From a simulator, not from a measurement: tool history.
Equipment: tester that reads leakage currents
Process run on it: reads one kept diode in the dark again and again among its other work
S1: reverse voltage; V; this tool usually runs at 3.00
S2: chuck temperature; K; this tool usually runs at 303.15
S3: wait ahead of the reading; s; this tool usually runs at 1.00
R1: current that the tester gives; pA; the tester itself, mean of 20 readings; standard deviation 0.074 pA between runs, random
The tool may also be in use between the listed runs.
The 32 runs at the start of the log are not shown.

run    hour    S1      S2    S3     R1
 33  1582.4  3.94  301.15  0.31  21.34
 34  1619.7  3.00  302.15  2.51  18.03
 35  1682.1  3.00  302.15  2.51  18.02
 36  1731.7  2.27  304.15  0.47  18.52
 37  1779.3  2.27  304.15  0.47  18.70
 38  1820.8  1.70  294.15  0.35   7.55
 39  1860.8  3.00  299.15  1.00  14.85
 40  1906.1  1.37  306.15  1.00  15.79

4 options for the next run, each taken on its own from the tool as it stands now. Forecast them:
  A  1966.8  1.40  306.15  1.00   ?
  B  1966.8  1.37  326.15  1.00   ?
  C  1966.8  2.57  295.15  1.15   ?
  D  1966.8  3.00  312.15  1.00   ?

run     R1
  A  16.02
  B  75.05
  C  10.06
  D  40.89
Stripped of hidden state, with their random variation kept, the same runs would have yielded:
run     R1
  A  14.80
  B  72.93
  C   8.15
  D  38.18
